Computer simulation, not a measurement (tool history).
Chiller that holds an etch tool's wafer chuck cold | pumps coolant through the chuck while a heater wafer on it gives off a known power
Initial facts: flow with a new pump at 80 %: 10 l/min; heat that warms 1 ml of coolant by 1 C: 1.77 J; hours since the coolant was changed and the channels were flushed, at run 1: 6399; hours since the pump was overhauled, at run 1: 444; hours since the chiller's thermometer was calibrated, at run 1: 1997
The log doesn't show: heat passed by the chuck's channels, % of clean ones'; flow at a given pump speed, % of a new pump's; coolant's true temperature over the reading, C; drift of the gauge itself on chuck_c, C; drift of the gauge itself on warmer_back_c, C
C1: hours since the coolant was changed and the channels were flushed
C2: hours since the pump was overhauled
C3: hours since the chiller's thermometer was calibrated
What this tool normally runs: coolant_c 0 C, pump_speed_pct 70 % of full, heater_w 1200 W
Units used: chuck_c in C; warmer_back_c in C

run 1 day=0.000 | coolant_c=0 pump_speed_pct=70 heater_w=1200 | C1=6399 C2=444 C3=1997 | chuck_c=14.1 warmer_back_c=4.80
run 2 day=5.217 | coolant_c=0 pump_speed_pct=70 heater_w=1200 | C1=6525 C2=569 C3=2123 | chuck_c=14.0 warmer_back_c=4.77
run 3 day=9.254 | coolant_c=0 pump_speed_pct=70 heater_w=1200 | C1=6621 C2=666 C3=2219 | chuck_c=14.2 warmer_back_c=4.76
run 4 day=15.258 | coolant_c=0 pump_speed_pct=70 heater_w=1200 | C1=6766 C2=810 C3=2364 | chuck_c=14.1 warmer_back_c=4.84
run 5 day=21.938 | coolant_c=7 pump_speed_pct=70 heater_w=1200 | C1=6926 C2=970 C3=2524 | chuck_c=21.2 warmer_back_c=4.82
run 6 day=28.150 | coolant_c=7 pump_speed_pct=70 heater_w=1200 | C1=7075 C2=1119 C3=2673 | chuck_c=21.3 warmer_back_c=4.86
run 7 day=33.933 | coolant_c=7 pump_speed_pct=70 heater_w=1200 | C1=7214 C2=1258 C3=2812 | chuck_c=21.5 warmer_back_c=4.77
run 8 day=41.633 | coolant_c=0 pump_speed_pct=70 heater_w=1200 | C1=7399 C2=1443 C3=2997 | chuck_c=14.4 warmer_back_c=4.81
run 9 day=46.712 | coolant_c=0 pump_speed_pct=70 heater_w=1200 | C1=7520 C2=1565 C3=3118 | chuck_c=14.5 warmer_back_c=4.75
run 10 day=54.667 | coolant_c=0 pump_speed_pct=70 heater_w=1200 | C1=7711 C2=1756 C3=3309 | chuck_c=14.8 warmer_back_c=4.81
run 11 day=59.375 | coolant_c=0 pump_speed_pct=70 heater_w=1200 | C1=7824 C2=1869 C3=3422 | chuck_c=14.6 warmer_back_c=4.77
run 12 day=63.225 | coolant_c=0 pump_speed_pct=70 heater_w=1491 | C1=7917 C2=1961 C3=3515 | chuck_c=18.2 warmer_back_c=6.02
run 13 day=69.683 | coolant_c=0 pump_speed_pct=70 heater_w=1491 | C1=8072 C2=2116 C3=3670 | chuck_c=18.3 warmer_back_c=5.98
run 14 day=73.746 | coolant_c=0 pump_speed_pct=70 heater_w=1200 | C1=8169 C2=2214 C3=3767 | chuck_c=14.7 warmer_back_c=4.84
run 15 day=81.533 | coolant_c=0 pump_speed_pct=70 heater_w=1200 | C1=8356 C2=2401 C3=3954 | chuck_c=14.7 warmer_back_c=4.81
run 16 day=85.933 | coolant_c=0 pump_speed_pct=70 heater_w=1200 | C1=8462 C2=2506 C3=4060 | chuck_c=14.8 warmer_back_c=4.81
run 17 day=91.525 | coolant_c=-5 pump_speed_pct=70 heater_w=926 | C1=8596 C2=2640 C3=4194 | chuck_c=6.8 warmer_back_c=3.71
-- day=95.142 coolant changed, channels flushed
run 18 day=95.233 | coolant_c=-5 pump_speed_pct=70 heater_w=926 | C1=2 C2=2723 C3=4277 | chuck_c=5.0 warmer_back_c=3.72
-- day=100.312 chiller's thermometer calibrated
run 19 day=103.242 | coolant_c=-5 pump_speed_pct=70 heater_w=926 | C1=193 C2=2915 C3=70 | chuck_c=4.7 warmer_back_c=3.73
run 20 day=109.562 | coolant_c=3 pump_speed_pct=70 heater_w=1593 | C1=345 C2=3066 C3=222 | chuck_c=19.6 warmer_back_c=6.46
run 21 day=113.638 | coolant_c=3 pump_speed_pct=70 heater_w=1593 | C1=443 C2=3164 C3=320 | chuck_c=19.6 warmer_back_c=6.48
run 22 day=119.854 | coolant_c=3 pump_speed_pct=70 heater_w=1593 | C1=592 C2=3313 C3=469 | chuck_c=19.6 warmer_back_c=6.49
run 23 day=127.342 | coolant_c=-7 pump_speed_pct=88 heater_w=1200 | C1=772 C2=3493 C3=649 | chuck_c=3.9 warmer_back_c=3.77
run 24 day=130.621 | coolant_c=2 pump_speed_pct=60 heater_w=1200 | C1=851 C2=3572 C3=727 | chuck_c=16.0 warmer_back_c=5.81
run 25 day=138.438 | coolant_c=2 pump_speed_pct=60 heater_w=1200 | C1=1038 C2=3759 C3=915 | chuck_c=16.3 warmer_back_c=5.85
run 26 day=145.771 | coolant_c=-1 pump_speed_pct=62 heater_w=1356 | C1=1214 C2=3935 C3=1091 | chuck_c=14.6 warmer_back_c=6.37
run 27 day=153.675 | coolant_c=0 pump_speed_pct=70 heater_w=1200 | C1=1404 C2=4125 C3=1281 | chuck_c=12.7 warmer_back_c=4.90
run 28 day=160.792 | coolant_c=0 pump_speed_pct=70 heater_w=1200 | C1=1575 C2=4296 C3=1452 | chuck_c=12.7 warmer_back_c=4.91
run 29 day=164.783 | coolant_c=0 pump_speed_pct=70 heater_w=1500 | C1=1670 C2=4391 C3=1547 | chuck_c=16.3 warmer_back_c=6.12
run 30 day=171.050 | coolant_c=-7 pump_speed_pct=66 heater_w=1200 | C1=1821 C2=4542 C3=1698 | chuck_c=6.6 warmer_back_c=5.30
run 31 day=174.921 | coolant_c=-7 pump_speed_pct=66 heater_w=1200 | C1=1914 C2=4635 C3=1791 | chuck_c=6.5 warmer_back_c=5.26

Each run again, without the hidden state but with its own random variation kept:
run=1 chuck_c=12.3 warmer_back_c=4.78
run=2 chuck_c=12.1 warmer_back_c=4.74
run=3 chuck_c=12.2 warmer_back_c=4.73
run=4 chuck_c=12.1 warmer_back_c=4.81
run=5 chuck_c=19.1 warmer_back_c=4.78
run=6 chuck_c=19.1 warmer_back_c=4.81
run=7 chuck_c=19.3 warmer_back_c=4.71
run=8 chuck_c=12.0 warmer_back_c=4.75
run=9 chuck_c=12.1 warmer_back_c=4.68
run=10 chuck_c=12.3 warmer_back_c=4.74
run=11 chuck_c=12.1 warmer_back_c=4.70
run=12 chuck_c=15.1 warmer_back_c=5.92
run=13 chuck_c=15.1 warmer_back_c=5.88
run=14 chuck_c=12.0 warmer_back_c=4.75
run=15 chuck_c=11.9 warmer_back_c=4.71
run=16 chuck_c=12.0 warmer_back_c=4.70
run=17 chuck_c=4.5 warmer_back_c=3.63
run=18 chuck_c=4.3 warmer_back_c=3.63
run=19 chuck_c=4.4 warmer_back_c=3.64
run=20 chuck_c=19.2 warmer_back_c=6.29
run=21 chuck_c=19.1 warmer_back_c=6.30
run=22 chuck_c=19.1 warmer_back_c=6.31
run=23 chuck_c=3.4 warmer_back_c=3.66
run=24 chuck_c=15.4 warmer_back_c=5.64
run=25 chuck_c=15.6 warmer_back_c=5.67
run=26 chuck_c=13.7 warmer_back_c=6.17
run=27 chuck_c=11.9 warmer_back_c=4.73
run=28 chuck_c=11.9 warmer_back_c=4.74
run=29 chuck_c=15.3 warmer_back_c=5.90
run=30 chuck_c=5.6 warmer_back_c=5.11
run=31 chuck_c=5.5 warmer_back_c=5.06

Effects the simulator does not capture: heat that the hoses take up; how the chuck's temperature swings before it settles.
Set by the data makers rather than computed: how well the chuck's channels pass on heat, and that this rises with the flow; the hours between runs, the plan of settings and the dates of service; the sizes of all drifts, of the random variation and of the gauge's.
